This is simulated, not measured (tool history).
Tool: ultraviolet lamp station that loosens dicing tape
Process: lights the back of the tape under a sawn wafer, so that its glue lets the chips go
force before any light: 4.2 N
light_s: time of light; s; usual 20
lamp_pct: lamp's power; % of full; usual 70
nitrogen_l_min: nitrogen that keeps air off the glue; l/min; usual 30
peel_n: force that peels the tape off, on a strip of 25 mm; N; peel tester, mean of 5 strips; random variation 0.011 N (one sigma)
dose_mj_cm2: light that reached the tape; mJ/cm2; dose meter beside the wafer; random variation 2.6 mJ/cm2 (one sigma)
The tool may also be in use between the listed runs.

run	hour	light_s	lamp_pct	nitrogen_l_min	peel_n	dose_mj_cm2
1	0	20	70	30	0.65	297
2	19.7	20	70	30	0.639	298
3	41.1	20	70	30	0.642	289
4	53.4	13	70	30	1.193	187
5	67.7	13	70	30	1.174	186
6	82.8	13	70	30	1.22	185
7	92.6	11	70	30	1.491	156
8	102.7	14	70	30	1.119	199
9	117.1	20	70	30	0.675	286
10	129.3	20	70	24	0.766	288
11	145.7	20	70	30	0.659	286
12	168.3	20	70	30	0.495	335
13	187.6	20	70	30	0.503	333
14	209.9	20	70	30	0.497	338
15	231.1	12	70	30	1.152	203
16	254.2	12	70	30	1.132	201
17	277.4	12	70	30	1.113	197
18	287.5	11	65	23	1.491	167
19	309.7	12	68	31	1.167	190
20	321.5	21	93	21	0.355	457
21	333.6	21	93	21	0.347	450
22	346	16	70	30	0.803	263
23	360.7	16	70	32	0.726	260
24	376.2	19	90	30	0.355	398
25	396.3	11	80	41	0.933	201
26	415	11	73	12	1.761	183
27	425.1	11	73	12	1.783	184
28	440.2	20	70	60	0.371	321
29	458.8	20	97	40	0.253	444
30	482.3	17	63	39	0.736	244
31	504.2	17	63	39	0.79	245
32	521.4	16	84	14	0.951	301

Not shown: 1 entry that the log had between the listed runs. Between which runs, and how does the tool's hidden state differ before and after?
Between runs 11 and 12: window cleaned of glue's vapour (hour 151.3)
  lamp's light, % of a new lamp's: 97.3 -> 97.2; light that the window lets through, % of a clean one's: 84.5 -> 99.7
  measured less the result without the state, peel_n: +0.193 -> +0.028 N; dose_mj_cm2: -62 -> -11 mJ/cm2

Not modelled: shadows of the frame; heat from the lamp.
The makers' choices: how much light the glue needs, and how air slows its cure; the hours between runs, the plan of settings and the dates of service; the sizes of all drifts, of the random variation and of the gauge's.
